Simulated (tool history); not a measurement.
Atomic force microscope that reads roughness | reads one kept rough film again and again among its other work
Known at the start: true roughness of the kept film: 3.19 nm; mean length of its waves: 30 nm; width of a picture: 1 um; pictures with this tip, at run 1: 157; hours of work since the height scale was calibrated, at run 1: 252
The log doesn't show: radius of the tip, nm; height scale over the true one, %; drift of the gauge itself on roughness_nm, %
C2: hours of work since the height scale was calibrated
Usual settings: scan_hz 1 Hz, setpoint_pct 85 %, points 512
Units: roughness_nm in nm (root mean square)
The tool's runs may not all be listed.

run 1 hour=0 | scan_hz=1 setpoint_pct=85 points=512 | pictures_with_this_tip=157 C2=252 | roughness_nm=2.415
run 2 hour=24.2 | scan_hz=1 setpoint_pct=85 points=512 | pictures_with_this_tip=195 C2=263 | roughness_nm=2.342
-- hour=44.6 new tip fitted
run 3 hour=51.2 | scan_hz=1 setpoint_pct=85 points=1018 | pictures_with_this_tip=10 C2=274 | roughness_nm=2.605
run 4 hour=72.7 | scan_hz=1 setpoint_pct=85 points=1018 | pictures_with_this_tip=43 C2=284 | roughness_nm=2.571
run 5 hour=85.1 | scan_hz=1 setpoint_pct=85 points=1018 | pictures_with_this_tip=62 C2=290 | roughness_nm=2.536
run 6 hour=97.7 | scan_hz=1 setpoint_pct=85 points=1018 | pictures_with_this_tip=82 C2=295 | roughness_nm=2.519
run 7 hour=119.7 | scan_hz=1 setpoint_pct=85 points=1018 | pictures_with_this_tip=116 C2=305 | roughness_nm=2.457
run 8 hour=143.6 | scan_hz=1 setpoint_pct=85 points=1018 | pictures_with_this_tip=152 C2=316 | roughness_nm=2.393
run 9 hour=163.2 | scan_hz=1 setpoint_pct=85 points=512 | pictures_with_this_tip=182 C2=325 | roughness_nm=2.35
-- hour=191.7 new tip fitted
run 10 hour=192.1 | scan_hz=1 setpoint_pct=85 points=512 | pictures_with_this_tip=1 C2=337 | roughness_nm=2.626
run 11 hour=209.7 | scan_hz=1 setpoint_pct=85 points=512 | pictures_with_this_tip=28 C2=345 | roughness_nm=2.574
run 12 hour=229.5 | scan_hz=1 setpoint_pct=85 points=512 | pictures_with_this_tip=58 C2=354 | roughness_nm=2.529
run 13 hour=255.8 | scan_hz=1 setpoint_pct=85 points=512 | pictures_with_this_tip=99 C2=366 | roughness_nm=2.463
run 14 hour=282.2 | scan_hz=1 setpoint_pct=85 points=512 | pictures_with_this_tip=139 C2=378 | roughness_nm=2.417
run 15 hour=306.8 | scan_hz=1 setpoint_pct=85 points=512 | pictures_with_this_tip=177 C2=388 | roughness_nm=2.375
run 16 hour=331.6 | scan_hz=1 setpoint_pct=85 points=512 | pictures_with_this_tip=215 C2=400 | roughness_nm=2.317
-- hour=340 new tip fitted
run 17 hour=361.1 | scan_hz=1 setpoint_pct=85 points=512 | pictures_with_this_tip=33 C2=413 | roughness_nm=2.588
run 18 hour=385.5 | scan_hz=1 setpoint_pct=85 points=512 | pictures_with_this_tip=70 C2=423 | roughness_nm=2.507
run 19 hour=398.4 | scan_hz=1 setpoint_pct=85 points=512 | pictures_with_this_tip=90 C2=429 | roughness_nm=2.468
run 20 hour=417.9 | scan_hz=1 setpoint_pct=86 points=512 | pictures_with_this_tip=120 C2=438 | roughness_nm=2.417
run 21 hour=442 | scan_hz=1 setpoint_pct=85 points=512 | pictures_with_this_tip=157 C2=449 | roughness_nm=2.389
run 22 hour=455.7 | scan_hz=1 setpoint_pct=85 points=512 | pictures_with_this_tip=178 C2=455 | roughness_nm=2.36
-- hour=458.7 height scale calibrated on a step standard
run 23 hour=478.7 | scan_hz=1 setpoint_pct=85 points=512 | pictures_with_this_tip=212 C2=9 | roughness_nm=2.322
-- hour=488.1 new tip fitted
run 24 hour=503.3 | scan_hz=1 setpoint_pct=85 points=512 | pictures_with_this_tip=23 C2=20 | roughness_nm=2.577
-- hour=517.8 height scale calibrated on a step standard, once more
run 25 hour=517.8 | scan_hz=1 setpoint_pct=85 points=512 | pictures_with_this_tip=44 C2=0 | roughness_nm=2.512
run 26 hour=535.3 | scan_hz=1 setpoint_pct=83 points=512 | pictures_with_this_tip=71 C2=8 | roughness_nm=2.492
run 27 hour=549.1 | scan_hz=1.98 setpoint_pct=71 points=276 | pictures_with_this_tip=92 C2=14 | roughness_nm=2.436
run 28 hour=572.1 | scan_hz=0.96 setpoint_pct=85 points=656 | pictures_with_this_tip=127 C2=24 | roughness_nm=2.407
run 29 hour=600.1 | scan_hz=2.51 setpoint_pct=85 points=520 | pictures_with_this_tip=170 C2=37 | roughness_nm=2.057
run 30 hour=616.3 | scan_hz=1.97 setpoint_pct=85 points=861 | pictures_with_this_tip=195 C2=44 | roughness_nm=2.138
run 31 hour=628.5 | scan_hz=1.3 setpoint_pct=67 points=512 | pictures_with_this_tip=214 C2=49 | roughness_nm=2.408
-- hour=637.8 new tip fitted
run 32 hour=644.5 | scan_hz=1.3 setpoint_pct=64 points=521 | pictures_with_this_tip=11 C2=56 | roughness_nm=2.739
run 33 hour=672.8 | scan_hz=0.64 setpoint_pct=74 points=521 | pictures_with_this_tip=54 C2=69 | roughness_nm=2.686
run 34 hour=687.1 | scan_hz=0.93 setpoint_pct=59 points=446 | pictures_with_this_tip=76 C2=75 | roughness_nm=2.707
run 35 hour=707.9 | scan_hz=0.93 setpoint_pct=59 points=485 | pictures_with_this_tip=108 C2=85 | roughness_nm=2.658
run 36 hour=731 | scan_hz=1.53 setpoint_pct=56 points=686 | pictures_with_this_tip=144 C2=95 | roughness_nm=2.576
run 37 hour=756.2 | scan_hz=1.53 setpoint_pct=56 points=686 | pictures_with_this_tip=182 C2=106 | roughness_nm=2.519

Forecast run 38:
run 38 hour=769.3 | scan_hz=1.53 setpoint_pct=56 points=686 | pictures_with_this_tip=202 C2=112 | roughness_nm=?

{"run 38": {"roughness_nm": 2.499}}
Without the tool's hidden state the same run would have given roughness_nm 2.811 nm (root mean square).

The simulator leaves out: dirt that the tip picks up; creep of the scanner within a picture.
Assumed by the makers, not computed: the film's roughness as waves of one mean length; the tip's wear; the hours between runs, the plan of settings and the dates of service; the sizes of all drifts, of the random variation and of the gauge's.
